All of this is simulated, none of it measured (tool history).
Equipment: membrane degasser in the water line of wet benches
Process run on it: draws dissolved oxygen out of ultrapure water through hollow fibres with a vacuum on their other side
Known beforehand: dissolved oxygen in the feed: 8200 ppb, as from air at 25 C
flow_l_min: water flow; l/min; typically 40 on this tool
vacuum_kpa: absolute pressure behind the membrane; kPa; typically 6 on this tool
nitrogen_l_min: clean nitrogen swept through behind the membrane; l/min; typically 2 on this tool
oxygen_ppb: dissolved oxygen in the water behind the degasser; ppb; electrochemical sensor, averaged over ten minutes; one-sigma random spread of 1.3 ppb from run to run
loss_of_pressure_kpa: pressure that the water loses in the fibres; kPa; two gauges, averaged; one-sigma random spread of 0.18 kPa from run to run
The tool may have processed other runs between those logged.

run,hour,flow_l_min,vacuum_kpa,nitrogen_l_min,oxygen_ppb,loss_of_pressure_kpa
1,0,40,6,2,129.5,34.6
2,165.7,40,6,2,127.2,34.65
3,340.6,40,6,2,128,34.65
4,486,37,6,2,118,32.09
# hour 699.3: vacuum gauge calibrated
5,737.5,37,6,2,117.6,31.99
6,993.7,37,6,2,117.2,32.25
7,1238.5,37,6,2,119.4,32.15
8,1346.8,37,6,2,117.8,32.16
9,1563.4,37,6,2,118.5,32.32
10,1681.4,58,6,1.41,255,50.26
11,1851.2,25,6,3.33,50.7,21.74
12,1969.1,43,12.52,4.29,220.1,37.12
13,2163.4,43,12.52,4.29,222.4,37.53
14,2305,40,3.97,4.42,21.8,34.95
15,2435.1,34,6,2.85,78.4,29.9
16,2585.7,38,6,5.72,48.2,32.97
17,2745.6,57,7.85,5.64,141.5,49.61
# hour 2965.9: membrane cartridge changed
18,2965.9,40,8.93,1.29,361.9,34.87

Each row is a separate what-if for the run after 18, all from the same tool condition, not one after another. Results?
A,3232.5,31,3.69,1.29,?,?
B,3232.5,40,3.7,1.29,?,?
C,3232.5,41,4.64,1.21,?,?
D,3232.5,24,6,1.01,?,?
E,3232.5,61,8.93,1.29,?,?

run,oxygen_ppb,loss_of_pressure_kpa
A,26.4,27.22
B,37.5,35.08
C,105.5,36.18
D,140.5,21.26
E,536.6,53.56
The same runs, with their run-to-run variation unchanged, on a tool lacking any hidden condition would have given:
run,oxygen_ppb,loss_of_pressure_kpa
A,26.3,26.87
B,37.4,34.62
C,105.4,35.71
D,140.4,20.99
E,536.5,52.86

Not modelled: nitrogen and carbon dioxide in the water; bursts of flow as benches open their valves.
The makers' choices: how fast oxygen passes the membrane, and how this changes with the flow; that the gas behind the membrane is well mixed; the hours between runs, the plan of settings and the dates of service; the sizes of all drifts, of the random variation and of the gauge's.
